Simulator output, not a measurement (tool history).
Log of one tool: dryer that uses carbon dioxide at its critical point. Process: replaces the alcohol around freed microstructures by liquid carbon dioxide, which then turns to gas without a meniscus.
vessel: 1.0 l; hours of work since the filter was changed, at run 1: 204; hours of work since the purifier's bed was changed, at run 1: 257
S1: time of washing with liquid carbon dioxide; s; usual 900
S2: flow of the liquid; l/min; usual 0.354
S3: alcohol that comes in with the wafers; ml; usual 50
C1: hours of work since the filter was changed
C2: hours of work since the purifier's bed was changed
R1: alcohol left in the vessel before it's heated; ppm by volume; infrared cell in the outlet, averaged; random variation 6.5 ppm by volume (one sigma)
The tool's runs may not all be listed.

run   hour    S1     S2  S3   C1   C2    R1
  1    0.0   900  0.354  50  204  257   664
      18.8  -- inlet filter changed
  2   30.6   900  0.354  50    8  277   327
  3   75.0   900  0.354  50   38  307   367
  4  128.9   900  0.354  50   74  343   413
  5  159.9   900  0.354  50   95  364   458
  6  209.0   900  0.354  50  128  397   519
  7  262.6   900  0.354  50  164  433   571
  8  287.2   900  0.354  50  181  450   609
  9  330.0   900  0.354  50  210  479   672
     337.3  -- inlet filter changed
 10  366.3   900  0.286  50   20  502   882
 11  420.0   900  0.286  50   56  539   954
 12  469.3   900  0.286  50   89  572  1068
 13  509.5   960  0.262  24  116  599   652
 14  550.1   960  0.262  24  143  626   715
     574.1  -- purifier's bed changed
 15  578.2   900  0.354  22  160    3   236
 16  626.9  1260  0.354  22  193   36    58
     660.5  -- inlet filter changed
 17  662.8  1260  0.354  22    2   59    28

The next listed run, before its measurement:
 18  718.7  600  0.485  50  39  97   ?

{"run 18": {"R1": 528}}
Without the tool's hidden state the same run would have given R1 444 ppm by volume.
